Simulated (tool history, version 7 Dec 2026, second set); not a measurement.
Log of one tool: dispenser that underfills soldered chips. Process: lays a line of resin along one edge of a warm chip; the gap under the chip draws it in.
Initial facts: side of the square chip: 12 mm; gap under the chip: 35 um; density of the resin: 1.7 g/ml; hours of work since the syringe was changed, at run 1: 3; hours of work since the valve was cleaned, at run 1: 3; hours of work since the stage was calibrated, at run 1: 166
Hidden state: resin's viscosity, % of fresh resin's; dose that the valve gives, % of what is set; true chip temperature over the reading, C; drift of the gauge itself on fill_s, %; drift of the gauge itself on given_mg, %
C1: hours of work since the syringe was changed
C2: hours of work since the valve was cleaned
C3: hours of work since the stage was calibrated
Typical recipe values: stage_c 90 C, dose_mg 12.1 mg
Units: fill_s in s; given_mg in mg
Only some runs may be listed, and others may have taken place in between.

run 1 hour=0 | stage_c=90 dose_mg=12.1 | C1=3 C2=3 C3=166 | fill_s=56.7 given_mg=12.12
-- hour=7.7 new syringe of resin
run 2 hour=11 | stage_c=90 dose_mg=12.1 | C1=2 C2=11 C3=174 | fill_s=55.2 given_mg=11.89
-- hour=19.9 new syringe of resin
run 3 hour=21.1 | stage_c=96 dose_mg=12.1 | C1=1 C2=17 C3=180 | fill_s=41 given_mg=11.86
run 4 hour=28 | stage_c=96 dose_mg=12.1 | C1=6 C2=22 C3=185 | fill_s=51 given_mg=12
-- hour=32.1 new syringe of resin
run 5 hour=34.5 | stage_c=96 dose_mg=12.1 | C1=2 C2=26 C3=189 | fill_s=41.9 given_mg=11.85
run 6 hour=43.8 | stage_c=96 dose_mg=12.1 | C1=8 C2=33 C3=196 | fill_s=55.9 given_mg=11.81
-- hour=44.6 new syringe of resin
run 7 hour=50.1 | stage_c=90 dose_mg=11.5 | C1=4 C2=37 C3=200 | fill_s=59 given_mg=11.21
-- hour=57.2 new syringe of resin
run 8 hour=57.6 | stage_c=90 dose_mg=12.1 | C1=0 C2=42 C3=205 | fill_s=49.3 given_mg=11.59
-- hour=69.7 new syringe of resin
run 9 hour=69.9 | stage_c=90 dose_mg=11.2 | C1=0 C2=50 C3=213 | fill_s=49.8 given_mg=10.62
run 10 hour=77 | stage_c=90 dose_mg=11.2 | C1=5 C2=55 C3=218 | fill_s=62.9 given_mg=10.82
-- hour=82.3 new syringe of resin
run 11 hour=84.5 | stage_c=90 dose_mg=11.2 | C1=1 C2=60 C3=223 | fill_s=53.7 given_mg=10.64
run 12 hour=93.8 | stage_c=90 dose_mg=11.2 | C1=8 C2=66 C3=229 | fill_s=74.1 given_mg=10.66
-- hour=95.3 new syringe of resin
run 13 hour=105.4 | stage_c=90 dose_mg=15 | C1=7 C2=74 C3=237 | fill_s=65.8 given_mg=14.08
-- hour=107.4 new syringe of resin
run 14 hour=118.8 | stage_c=90 dose_mg=15 | C1=8 C2=83 C3=246 | fill_s=70.7 given_mg=14.02
-- hour=119.7 new syringe of resin
run 15 hour=127.8 | stage_c=90 dose_mg=15 | C1=6 C2=89 C3=252 | fill_s=62.5 given_mg=14.04
-- hour=131.9 new syringe of resin
run 16 hour=137.3 | stage_c=90 dose_mg=15 | C1=4 C2=95 C3=258 | fill_s=55.6 given_mg=13.89
-- hour=138.9 dispensing valve cleaned and set on the balance
-- hour=145.3 new syringe of resin
run 17 hour=150.8 | stage_c=90 dose_mg=15 | C1=4 C2=8 C3=267 | fill_s=55.3 given_mg=14.95
-- hour=157.5 new syringe of resin
run 18 hour=163.2 | stage_c=104 dose_mg=12.2 | C1=4 C2=16 C3=275 | fill_s=34 given_mg=11.96
-- hour=169.8 new syringe of resin
run 19 hour=174.9 | stage_c=91 dose_mg=14.2 | C1=3 C2=24 C3=283 | fill_s=53 given_mg=13.92
-- hour=182.7 new syringe of resin
run 20 hour=188.5 | stage_c=91 dose_mg=13.4 | C1=4 C2=33 C3=292 | fill_s=54.7 given_mg=13.14
run 21 hour=194 | stage_c=82 dose_mg=12.1 | C1=8 C2=37 C3=296 | fill_s=97.6 given_mg=11.72
-- hour=195.1 new syringe of resin
run 22 hour=202.4 | stage_c=102 dose_mg=11.1 | C1=5 C2=43 C3=301 | fill_s=38.9 given_mg=10.81
-- hour=207.3 new syringe of resin
run 23 hour=214.1 | stage_c=102 dose_mg=11.1 | C1=5 C2=51 C3=309 | fill_s=39.4 given_mg=10.71
-- hour=219.4 new syringe of resin
run 24 hour=227.2 | stage_c=102 dose_mg=11.1 | C1=5 C2=59 C3=318 | fill_s=41.1 given_mg=10.69
-- hour=231.8 new syringe of resin
run 25 hour=238.6 | stage_c=102 dose_mg=11.1 | C1=5 C2=67 C3=326 | fill_s=38.9 given_mg=10.63
-- hour=244.2 new syringe of resin
run 26 hour=249 | stage_c=94 dose_mg=14.3 | C1=3 C2=74 C3=333 | fill_s=47.7 given_mg=13.53
-- hour=256.3 new syringe of resin
run 27 hour=258.7 | stage_c=91 dose_mg=10.3 | C1=2 C2=80 C3=339 | fill_s=53.1 given_mg=9.86
run 28 hour=267.2 | stage_c=91 dose_mg=10.3 | C1=7 C2=86 C3=345 | fill_s=70.9 given_mg=9.68
-- hour=268.8 new syringe of resin
run 29 hour=280 | stage_c=90 dose_mg=10.7 | C1=8 C2=95 C3=353 | fill_s=73.6 given_mg=10.08
-- hour=281.4 new syringe of resin
-- hour=283 dispensing valve cleaned and set on the balance
run 30 hour=293 | stage_c=90 dose_mg=10.7 | C1=7 C2=7 C3=361 | fill_s=71.3 given_mg=10.57
-- hour=295.2 new syringe of resin
run 31 hour=304.2 | stage_c=102 dose_mg=11.1 | C1=6 C2=14 C3=369 | fill_s=41 given_mg=10.98
-- hour=308 new syringe of resin
run 32 hour=314.9 | stage_c=102 dose_mg=11.1 | C1=5 C2=22 C3=376 | fill_s=38.8 given_mg=11.09
-- hour=320.7 new syringe of resin
run 33 hour=323.4 | stage_c=90 dose_mg=14.6 | C1=2 C2=27 C3=382 | fill_s=50.8 given_mg=14.29
-- hour=332.7 new syringe of resin
run 34 hour=334.6 | stage_c=90 dose_mg=14.6 | C1=1 C2=35 C3=389 | fill_s=48.7 given_mg=14.25

Alternative continuations, all from the tool just after run 34; predict every row:
run A hour=343.1 | stage_c=88 dose_mg=14.1 | C1=7 C2=41 C3=395 | fill_s=? given_mg=?
run B hour=343.1 | stage_c=90 dose_mg=14.6 | C1=7 C2=41 C3=395 | fill_s=? given_mg=?
run C hour=343.1 | stage_c=87 dose_mg=12.8 | C1=7 C2=41 C3=395 | fill_s=? given_mg=?
run D hour=343.1 | stage_c=96 dose_mg=13.7 | C1=7 C2=41 C3=395 | fill_s=? given_mg=?
run E hour=343.1 | stage_c=103 dose_mg=15.2 | C1=7 C2=41 C3=395 | fill_s=? given_mg=?

run=A fill_s=72.3 given_mg=13.76
run=B fill_s=65.4 given_mg=14.18
run=C fill_s=76.6 given_mg=12.5
run=D fill_s=52.4 given_mg=13.19
run=E fill_s=40.7 given_mg=14.8
Without the tool's hidden state the same runs would have given:
run=A fill_s=52.3 given_mg=14.16
run=B fill_s=47.5 given_mg=14.59
run=C fill_s=55.5 given_mg=12.87
run=D fill_s=37.8 given_mg=13.58
run=E fill_s=29.5 given_mg=15.24

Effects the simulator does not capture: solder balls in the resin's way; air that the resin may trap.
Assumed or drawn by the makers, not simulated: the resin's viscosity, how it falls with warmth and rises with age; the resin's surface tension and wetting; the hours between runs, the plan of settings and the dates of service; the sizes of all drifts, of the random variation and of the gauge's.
